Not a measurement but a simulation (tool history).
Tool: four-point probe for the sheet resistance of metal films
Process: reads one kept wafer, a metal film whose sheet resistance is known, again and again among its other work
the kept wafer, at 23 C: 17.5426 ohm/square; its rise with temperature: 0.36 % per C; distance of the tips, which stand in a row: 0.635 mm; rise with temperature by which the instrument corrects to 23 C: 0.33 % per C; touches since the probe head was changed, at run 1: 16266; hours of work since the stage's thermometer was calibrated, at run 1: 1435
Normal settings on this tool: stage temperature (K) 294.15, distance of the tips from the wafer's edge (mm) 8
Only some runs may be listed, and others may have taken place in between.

run	day	stage temperature (K)	distance of the tips from the wafer's edge (mm)	touches since the probe head was changed	hours of work since the stage's thermometer was calibrated	sheet resistance as the instrument gives it (ohm/square)
1	0.000	294.15	8	16266	1435	17.660036
2	0.733	294.15	12	16734	1443	17.625699
3	1.400	294.15	12	17157	1450	17.622436
4	1.846	306.15	8	17441	1455	17.712329
5	2.233	306.15	8	17686	1459	17.707278
6	2.888	306.15	18	18103	1467	17.658412
7	3.404	294.15	8	18433	1472	17.666754
8	3.908	294.15	8	18752	1478	17.658424
9	4.479	294.15	9	19117	1484	17.644715
10	5.175	294.15	9	19559	1491	17.648178
11	5.929	294.15	9	20039	1500	17.650649
12	6.654	292.15	8	20499	1507	17.648537
13	7.429	292.15	8	20994	1516	17.650743
14	8.258	294.15	3	21520	1525	18.021541
15	8.762	294.15	9	21840	1530	17.651663
16	9.567	294.15	9	22352	1539	17.652129
17	9.925	294.15	9	22580	1543	17.643941
18	10.667	294.15	6	23053	1551	17.716623
19	11.188	294.15	6	23383	1556	17.706442
20	11.754	294.15	6	23743	1563	17.715578
21	12.408	294.15	6	24159	1570	17.709660
22	12.746	294.15	54	24374	1573	17.608173
23	13.204	303.15	24	24667	1578	17.649990

Run 24 is up next; what results do you expect?
24	14.033	307.15	5	25192	1587	?

sheet resistance as the instrument gives it (ohm/square): 17.807918
The same run, on a tool lacking any hidden state, would have yielded sheet resistance as the instrument gives it (ohm/square) 17.734463.
